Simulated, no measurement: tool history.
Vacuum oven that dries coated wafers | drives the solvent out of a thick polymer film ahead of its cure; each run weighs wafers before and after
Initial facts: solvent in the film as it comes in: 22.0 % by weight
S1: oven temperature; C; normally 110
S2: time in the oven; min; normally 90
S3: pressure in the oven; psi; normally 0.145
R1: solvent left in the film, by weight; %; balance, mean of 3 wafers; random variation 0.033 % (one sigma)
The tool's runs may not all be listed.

{"run": 1, "hour": 0.0, "S1": 110, "S2": 90, "S3": 0.145, "R1": 2.33}
{"run": 2, "hour": 36.5, "S1": 110, "S2": 90, "S3": 0.145, "R1": 2.28}
{"run": 3, "hour": 70.6, "S1": 100, "S2": 90, "S3": 0.145, "R1": 5.7}
{"run": 4, "hour": 96.3, "S1": 110, "S2": 90, "S3": 0.119, "R1": 2.22}
{"run": 5, "hour": 142.8, "S1": 110, "S2": 90, "S3": 0.119, "R1": 2.15}
{"run": 6, "hour": 191.6, "S1": 110, "S2": 90, "S3": 0.119, "R1": 2.2}
{"run": 7, "hour": 253.7, "S1": 110, "S2": 90, "S3": 0.119, "R1": 2.18}
{"run": 8, "hour": 286.8, "S1": 110, "S2": 90, "S3": 0.119, "R1": 2.22}
{"run": 9, "hour": 348.5, "S1": 110, "S2": 90, "S3": 0.119, "R1": 2.16}
{"run": 10, "hour": 410.8, "S1": 110, "S2": 90, "S3": 0.119, "R1": 2.19}
{"run": 11, "hour": 465.1, "S1": 110, "S2": 90, "S3": 0.119, "R1": 2.13}
{"run": 12, "hour": 504.1, "S1": 115, "S2": 90, "S3": 0.145, "R1": 1.36}
{"run": 13, "hour": 535.1, "S1": 110, "S2": 90, "S3": 0.145, "R1": 2.3}
{"run": 14, "hour": 568.8, "S1": 110, "S2": 90, "S3": 0.077, "R1": 1.95}
{"run": 15, "hour": 599.5, "S1": 110, "S2": 64, "S3": 0.145, "R1": 3.78}
{"run": 16, "hour": 657.1, "S1": 110, "S2": 64, "S3": 0.145, "R1": 3.79}
{"run": 17, "hour": 711.0, "S1": 110, "S2": 90, "S3": 0.213, "R1": 2.68}
{"run": 18, "hour": 759.1, "S1": 110, "S2": 90, "S3": 0.145, "R1": 2.31}
{"run": 19, "hour": 814.8, "S1": 110, "S2": 90, "S3": 0.145, "R1": 2.26}
{"run": 20, "hour": 869.1, "S1": 110, "S2": 90, "S3": 0.145, "R1": 2.32}
{"run": 21, "hour": 910.9, "S1": 110, "S2": 90, "S3": 0.145, "R1": 2.31}
{"run": 22, "hour": 972.0, "S1": 110, "S2": 90, "S3": 0.145, "R1": 2.21}
{"hour": 979.0, "done": "oven's thermocouples calibrated"}
{"run": 23, "hour": 1024.3, "S1": 110, "S2": 90, "S3": 0.145, "R1": 2.21}
{"run": 24, "hour": 1065.4, "S1": 110, "S2": 91, "S3": 0.145, "R1": 2.15}
{"run": 25, "hour": 1102.0, "S1": 124, "S2": 91, "S3": 0.145, "R1": 0.68}
{"hour": 1155.0, "done": "oven's thermocouples calibrated, once more"}
{"run": 26, "hour": 1155.0, "S1": 117, "S2": 89, "S3": 0.083, "R1": 0.96}
{"run": 27, "hour": 1185.0, "S1": 119, "S2": 62, "S3": 0.083, "R1": 1.49}
{"run": 28, "hour": 1228.1, "S1": 119, "S2": 115, "S3": 0.129, "R1": 0.79}
{"run": 29, "hour": 1280.6, "S1": 123, "S2": 51, "S3": 0.078, "R1": 1.32}
{"run": 30, "hour": 1310.0, "S1": 123, "S2": 51, "S3": 0.078, "R1": 1.32}
{"run": 31, "hour": 1371.8, "S1": 99, "S2": 133, "S3": 0.115, "R1": 3.99}
{"run": 32, "hour": 1416.9, "S1": 99, "S2": 133, "S3": 0.115, "R1": 4.01}
{"run": 33, "hour": 1445.2, "S1": 107, "S2": 79, "S3": 0.113, "R1": 3.79}
{"run": 34, "hour": 1476.3, "S1": 114, "S2": 90, "S3": 0.145, "R1": 1.69}
{"run": 35, "hour": 1523.2, "S1": 114, "S2": 61, "S3": 0.084, "R1": 2.8}
{"run": 36, "hour": 1565.0, "S1": 99, "S2": 104, "S3": 0.212, "R1": 5.88}
{"run": 37, "hour": 1614.3, "S1": 99, "S2": 104, "S3": 0.212, "R1": 5.97}
{"run": 38, "hour": 1656.2, "S1": 117, "S2": 96, "S3": 0.145, "R1": 1.17}
{"run": 39, "hour": 1699.7, "S1": 124, "S2": 90, "S3": 0.261, "R1": 1.11}
{"run": 40, "hour": 1761.6, "S1": 124, "S2": 90, "S3": 0.261, "R1": 1.13}
{"run": 41, "hour": 1804.8, "S1": 124, "S2": 90, "S3": 0.261, "R1": 1.15}
{"run": 42, "hour": 1860.9, "S1": 124, "S2": 90, "S3": 0.087, "R1": 0.56}
{"run": 43, "hour": 1903.9, "S1": 110, "S2": 90, "S3": 0.264, "R1": 3.11}
{"run": 44, "hour": 1950.3, "S1": 110, "S2": 90, "S3": 0.125, "R1": 2.38}
{"run": 45, "hour": 2011.1, "S1": 106, "S2": 53, "S3": 0.165, "R1": 6.73}
{"run": 46, "hour": 2048.7, "S1": 106, "S2": 53, "S3": 0.165, "R1": 6.66}

Each row is a separate what-if for the run after 46, all from the same tool condition, not one after another. Results?
{"run": "A", "hour": 2085.6, "S1": 115, "S2": 90, "S3": 0.145, "R1": "?"}
{"run": "B", "hour": 2085.6, "S1": 106, "S2": 116, "S3": 0.437, "R1": "?"}
{"run": "C", "hour": 2085.6, "S1": 101, "S2": 59, "S3": 0.145, "R1": "?"}

run=A R1=1.52
run=B R1=4.25
run=C R1=8.10
Take away the tool's hidden state, keep each run's random variation, and the runs would have read:
run=A R1=1.37
run=B R1=4.12
run=C R1=8.11
